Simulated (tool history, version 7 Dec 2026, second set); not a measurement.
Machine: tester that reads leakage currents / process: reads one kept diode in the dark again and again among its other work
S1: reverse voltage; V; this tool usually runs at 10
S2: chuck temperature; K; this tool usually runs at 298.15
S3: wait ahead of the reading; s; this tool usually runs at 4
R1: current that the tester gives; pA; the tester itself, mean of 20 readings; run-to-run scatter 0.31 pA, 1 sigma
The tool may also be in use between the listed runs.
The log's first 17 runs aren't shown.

| run | day | S1 | S2 | S3 | R1 |
|---|---|---|---|---|---|
| 18 | 19.958 | 10 | 293.15 | 4 | 74.85 |
| 19 | 20.996 | 10 | 293.15 | 4 | 75.3 |
| 20 | 22.05 | 10 | 293.15 | 4 | 75.18 |
| 21 | 22.783 | 7.5 | 300.15 | 0.65 | 110.37 |
| 22 | 23.617 | 17.5 | 332.15 | 4.38 | 1134.99 |
| 23 | 24.838 | 17.5 | 332.15 | 4.38 | 1136.16 |
| 24 | 26.317 | 3.3 | 295.15 | 4.38 | 56.13 |
| 25 | 27.638 | 3.3 | 295.15 | 4.38 | 56.08 |
| 26 | 29.029 | 1.9 | 333.15 | 0.64 | 540.21 |
| 27 | 29.846 | 1.9 | 333.15 | 0.64 | 539.94 |
| 28 | 30.554 | 2 | 333.15 | 3.76 | 551.34 |
| 29 | 32.025 | 2.4 | 333.15 | 1.46 | 583.87 |
| 30 | 33.629 | 7.2 | 326.15 | 0.49 | 577.8 |
| 31 | 34.946 | 7.2 | 326.15 | 0.49 | 574.68 |
| 32 | 36.3 | 1.1 | 313.15 | 4.68 | 128.57 |
| 33 | 37.433 | 3.5 | 309.15 | 4 | 149.03 |
| 34 | 38.45 | 3.5 | 309.15 | 4 | 149.82 |
| 35 | 39.971 | 1.3 | 293.15 | 6.2 | 33.77 |
| 36 | 41.008 | 1.3 | 293.15 | 0.74 | 34.21 |
| 37 | 42.596 | 16.5 | 298.15 | 4 | 129.13 |
| 38 | 43.867 | 5.4 | 298.15 | 0.64 | 84.25 |
| 39 | 44.683 | 2.7 | 300.15 | 4.32 | 73.43 |
| 40 | 45.983 | 7 | 298.15 | 4 | 91.55 |

Forecast each of these 4 alternatives for the next run:
| A | 47.321 | 2.3 | 298.15 | 4 | ? |
| B | 47.321 | 10 | 311.15 | 4.64 | ? |
| C | 47.321 | 6.5 | 297.15 | 0.65 | ? |
| D | 47.321 | 2 | 298.15 | 2.28 | ? |

| run | R1 |
|---|---|
| A | 59.94 |
| B | 249.27 |
| C | 84.6 |
| D | 57 |
Stripped of hidden state, with their random variation kept, the same runs would have yielded:
| run | R1 |
|---|---|
| A | 60.81 |
| B | 251.96 |
| C | 83.53 |
| D | 57.95 |

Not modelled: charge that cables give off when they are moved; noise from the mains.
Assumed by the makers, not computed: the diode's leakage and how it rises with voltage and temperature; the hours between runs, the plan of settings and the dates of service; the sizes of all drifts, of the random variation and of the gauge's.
